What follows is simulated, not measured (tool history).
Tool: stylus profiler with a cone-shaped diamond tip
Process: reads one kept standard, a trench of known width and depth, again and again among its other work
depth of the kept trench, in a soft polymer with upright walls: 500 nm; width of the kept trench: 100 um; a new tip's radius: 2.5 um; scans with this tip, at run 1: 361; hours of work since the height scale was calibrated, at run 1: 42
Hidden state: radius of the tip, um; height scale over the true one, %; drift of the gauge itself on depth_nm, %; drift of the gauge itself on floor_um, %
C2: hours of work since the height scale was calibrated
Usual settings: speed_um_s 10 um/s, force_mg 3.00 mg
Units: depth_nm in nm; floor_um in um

Run 1, hour 0.0: usual settings; scans with this tip 361; C2 42. Result: depth_nm 505.23 nm, floor_um 97.03 um.
Run 2, hour 19.3: usual settings; scans with this tip 429; C2 50. Result: depth_nm 505.39 nm, floor_um 96.96 um.
Run 3, hour 37.1: usual settings; scans with this tip 491; C2 57. Result: depth_nm 505.24 nm, floor_um 96.95 um.
Run 4, hour 54.0: usual settings; scans with this tip 551; C2 64. Result: depth_nm 505.16 nm, floor_um 96.93 um.
Run 5, hour 72.4: usual settings but speed_um_s 8 um/s; scans with this tip 615; C2 71. Result: depth_nm 505.14 nm, floor_um 96.98 um.
Run 6, hour 88.1: usual settings but speed_um_s 8 um/s; scans with this tip 670; C2 78. Result: depth_nm 505.34 nm, floor_um 96.95 um.
Run 7, hour 106.7: usual settings but speed_um_s 8 um/s, force_mg 1.00 mg; scans with this tip 736; C2 85. Result: depth_nm 502.45 nm, floor_um 96.94 um.
Run 8, hour 126.1: usual settings but speed_um_s 8 um/s, force_mg 1.00 mg; scans with this tip 804; C2 93. Result: depth_nm 502.90 nm, floor_um 96.89 um.
Run 9, hour 141.4: usual settings but speed_um_s 8 um/s, force_mg 1.00 mg; scans with this tip 858; C2 99. Result: depth_nm 502.66 nm, floor_um 96.97 um.
Run 10, hour 159.6: usual settings but speed_um_s 4 um/s; scans with this tip 921; C2 107. Result: depth_nm 505.02 nm, floor_um 96.97 um.
Run 11, hour 179.6: usual settings; scans with this tip 992; C2 115. Result: depth_nm 504.99 nm, floor_um 96.93 um.
Run 12, hour 199.1: usual settings but force_mg 3.25 mg; scans with this tip 1060; C2 123. Result: depth_nm 505.64 nm, floor_um 96.99 um.
Run 13, hour 216.9: usual settings but force_mg 3.25 mg; scans with this tip 1123; C2 130. Result: depth_nm 505.55 nm, floor_um 97.04 um.
Run 14, hour 235.3: usual settings but force_mg 3.25 mg; scans with this tip 1188; C2 137. Result: depth_nm 505.31 nm, floor_um 97.01 um.
Run 15, hour 245.4: usual settings but force_mg 3.25 mg; scans with this tip 1223; C2 142. Result: depth_nm 505.52 nm, floor_um 96.92 um.
Run 16, hour 255.9: usual settings but force_mg 3.25 mg; scans with this tip 1260; C2 146. Result: depth_nm 505.68 nm, floor_um 96.96 um.
Run 17, hour 266.4: usual settings but force_mg 1.33 mg; scans with this tip 1297; C2 150. Result: depth_nm 502.85 nm, floor_um 96.96 um.
Run 18, hour 278.0: usual settings but force_mg 1.33 mg; scans with this tip 1337; C2 155. Result: depth_nm 502.93 nm, floor_um 96.95 um.
Run 19, hour 291.9: usual settings but force_mg 1.33 mg; scans with this tip 1386; C2 161. Result: depth_nm 503.03 nm, floor_um 96.91 um.
Run 20, hour 303.6: usual settings but force_mg 1.33 mg; scans with this tip 1427; C2 165. Result: depth_nm 503.14 nm, floor_um 96.93 um.
Run 21, hour 321.3: usual settings but force_mg 1.67 mg; scans with this tip 1490; C2 172. Result: depth_nm 503.64 nm, floor_um 96.94 um.
Run 22, hour 330.9: usual settings but speed_um_s 3 um/s; scans with this tip 1523; C2 176. Result: depth_nm 505.32 nm, floor_um 96.92 um.
Run 23, hour 344.1: usual settings; scans with this tip 1569; C2 182. Result: depth_nm 505.36 nm, floor_um 96.95 um.
Run 24, hour 360.6: usual settings but speed_um_s 9 um/s; scans with this tip 1628; C2 188. Result: depth_nm 505.48 nm, floor_um 96.94 um.
Run 25, hour 377.2: usual settings but speed_um_s 9 um/s; scans with this tip 1686; C2 195. Result: depth_nm 505.35 nm, floor_um 96.95 um.
Run 26, hour 391.3: usual settings but speed_um_s 2 um/s, force_mg 4.79 mg; scans with this tip 1735; C2 201. Result: depth_nm 507.32 nm, floor_um 96.99 um.
Run 27, hour 399.8: usual settings but speed_um_s 2 um/s, force_mg 4.79 mg; scans with this tip 1765; C2 204. Result: depth_nm 507.06 nm, floor_um 97.02 um.
Run 28, hour 409.6: usual settings but speed_um_s 2 um/s, force_mg 4.79 mg; scans with this tip 1800; C2 208. Result: depth_nm 507.23 nm, floor_um 96.99 um.
Run 29, hour 421.8: usual settings but speed_um_s 35 um/s, force_mg 6.32 mg; scans with this tip 1843; C2 213. Result: depth_nm 508.74 nm, floor_um 96.88 um.
Run 30, hour 434.3: usual settings but speed_um_s 12 um/s, force_mg 1.41 mg; scans with this tip 1887; C2 218. Result: depth_nm 503.40 nm, floor_um 96.90 um.
Run 31, hour 450.7: usual settings but speed_um_s 2 um/s, force_mg 3.12 mg; scans with this tip 1944; C2 225. Result: depth_nm 505.28 nm, floor_um 96.98 um.
Run 32, hour 466.3: usual settings but speed_um_s 13 um/s, force_mg 2.51 mg; scans with this tip 1999; C2 231. Result: depth_nm 504.63 nm, floor_um 96.95 um.
Run 33, hour 475.4: usual settings but speed_um_s 14 um/s, force_mg 1.02 mg; scans with this tip 2031; C2 235. Result: depth_nm 502.44 nm, floor_um 96.88 um.
Run 34, hour 495.6: usual settings but speed_um_s 7 um/s, force_mg 8.49 mg; scans with this tip 2102; C2 243. Result: depth_nm 510.65 nm, floor_um 96.97 um.
Run 35, hour 504.0: usual settings but speed_um_s 7 um/s, force_mg 8.49 mg; scans with this tip 2131; C2 247. Result: depth_nm 510.53 nm, floor_um 96.98 um.
Run 36, hour 524.0: usual settings but speed_um_s 7 um/s, force_mg 8.49 mg; scans with this tip 2202; C2 255. Result: depth_nm 510.49 nm, floor_um 97.04 um.
Run 37, hour 541.3: usual settings but speed_um_s 7 um/s, force_mg 6.23 mg; scans with this tip 2262; C2 262. Result: depth_nm 508.33 nm, floor_um 96.97 um.
Run 38, hour 555.2: usual settings but speed_um_s 3 um/s, force_mg 1.18 mg; scans with this tip 2311; C2 268. Result: depth_nm 503.04 nm, floor_um 96.97 um.
Run 39, hour 572.3: usual settings but speed_um_s 4 um/s; scans with this tip 2371; C2 275. Result: depth_nm 505.27 nm, floor_um 97.00 um.
Run 40, hour 582.1: usual settings but speed_um_s 4 um/s; scans with this tip 2406; C2 279. Result: depth_nm 505.35 nm, floor_um 97.02 um.
Run 41, hour 590.5: usual settings but speed_um_s 28 um/s, force_mg 3.36 mg; scans with this tip 2435; C2 282. Result: depth_nm 505.53 nm, floor_um 96.82 um.
Run 42, hour 600.2: usual settings but speed_um_s 5 um/s, force_mg 6.88 mg; scans with this tip 2469; C2 286. Result: depth_nm 509.21 nm, floor_um 96.96 um.
Run 43, hour 615.2: usual settings but speed_um_s 5 um/s, force_mg 2.54 mg; scans with this tip 2522; C2 292. Result: depth_nm 504.51 nm, floor_um 96.94 um.

Forecast run 44:
Run 44, hour 628.6: usual settings but speed_um_s 15 um/s, force_mg 1.09 mg; scans with this tip 2569; C2 297. Result: depth_nm ?, floor_um ?.

{"run 44": {"depth_nm": 502.75, "floor_um": 96.91}}
Without the tool's hidden state the same run would have given depth_nm 502.75 nm, floor_um 96.91 um.
